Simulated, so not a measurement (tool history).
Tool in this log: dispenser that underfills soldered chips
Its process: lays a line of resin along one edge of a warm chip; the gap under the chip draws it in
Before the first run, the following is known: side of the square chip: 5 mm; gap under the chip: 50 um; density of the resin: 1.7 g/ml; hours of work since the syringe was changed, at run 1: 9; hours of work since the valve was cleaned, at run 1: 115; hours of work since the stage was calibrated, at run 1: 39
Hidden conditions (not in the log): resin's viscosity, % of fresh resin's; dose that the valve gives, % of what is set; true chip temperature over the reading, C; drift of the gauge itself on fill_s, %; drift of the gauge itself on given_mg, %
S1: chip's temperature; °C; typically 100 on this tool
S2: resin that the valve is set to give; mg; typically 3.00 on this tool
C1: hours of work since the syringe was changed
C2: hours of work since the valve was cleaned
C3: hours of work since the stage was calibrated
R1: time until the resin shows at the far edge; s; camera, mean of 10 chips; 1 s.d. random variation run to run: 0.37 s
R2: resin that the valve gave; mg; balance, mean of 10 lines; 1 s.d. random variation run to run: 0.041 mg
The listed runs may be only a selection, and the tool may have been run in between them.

run 1 day=0.000 | S1=100 S2=3.00 | C1=9 C2=115 C3=39 | R1=34.6 R2=2.67
-- day=0.129 new syringe of resin
run 2 day=0.308 | S1=100 S2=3.00 | C1=3 C2=120 C3=44 | R1=25.4 R2=2.68
run 3 day=0.596 | S1=100 S2=3.00 | C1=8 C2=125 C3=49 | R1=32.4 R2=2.70
run 4 day=0.742 | S1=100 S2=3.00 | C1=10 C2=127 C3=51 | R1=37.4 R2=2.71
-- day=0.804 new syringe of resin
run 5 day=0.979 | S1=100 S2=3.00 | C1=3 C2=131 C3=55 | R1=25.3 R2=2.73
-- day=1.062 dispensing valve cleaned and set on the balance
run 6 day=1.233 | S1=93 S2=3.00 | C1=7 C2=3 C3=59 | R1=34.4 R2=2.93
-- day=1.533 new syringe of resin
run 7 day=1.558 | S1=93 S2=3.00 | C1=0 C2=8 C3=64 | R1=26.2 R2=2.95
run 8 day=1.771 | S1=93 S2=3.00 | C1=4 C2=12 C3=68 | R1=30.5 R2=3.02
run 9 day=1.938 | S1=93 S2=3.00 | C1=7 C2=15 C3=71 | R1=35.3 R2=2.91
-- day=2.196 new syringe of resin
run 10 day=2.254 | S1=93 S2=3.00 | C1=1 C2=20 C3=76 | R1=26.3 R2=2.90
run 11 day=2.508 | S1=93 S2=3.00 | C1=5 C2=24 C3=80 | R1=33.9 R2=2.93
run 12 day=2.808 | S1=110 S2=2.81 | C1=10 C2=29 C3=85 | R1=28.1 R2=2.76
-- day=2.862 new syringe of resin
run 13 day=2.988 | S1=110 S2=2.81 | C1=2 C2=32 C3=88 | R1=19.1 R2=2.76
run 14 day=3.162 | S1=110 S2=2.81 | C1=5 C2=35 C3=91 | R1=21.8 R2=2.77

What if the next run were any one of these 5? Each begins from the tool's condition after run 14:
run A day=3.321 | S1=108 S2=3.00 | C1=8 C2=38 C3=94 | R1=? R2=?
run B day=3.321 | S1=94 S2=2.81 | C1=8 C2=38 C3=94 | R1=? R2=?
run C day=3.321 | S1=100 S2=3.10 | C1=8 C2=38 C3=94 | R1=? R2=?
run D day=3.321 | S1=113 S2=2.69 | C1=8 C2=38 C3=94 | R1=? R2=?
run E day=3.321 | S1=95 S2=3.12 | C1=8 C2=38 C3=94 | R1=? R2=?

run=A R1=25.0 R2=2.90
run=B R1=36.8 R2=2.76
run=C R1=30.8 R2=3.09
run=D R1=23.7 R2=2.58
run=E R1=35.6 R2=3.04
Without the tool's unlogged condition, the same runs would have read:
run=A R1=16.7 R2=2.99
run=B R1=24.7 R2=2.85
run=C R1=20.7 R2=3.19
run=D R1=15.9 R2=2.66
run=E R1=24.1 R2=3.14

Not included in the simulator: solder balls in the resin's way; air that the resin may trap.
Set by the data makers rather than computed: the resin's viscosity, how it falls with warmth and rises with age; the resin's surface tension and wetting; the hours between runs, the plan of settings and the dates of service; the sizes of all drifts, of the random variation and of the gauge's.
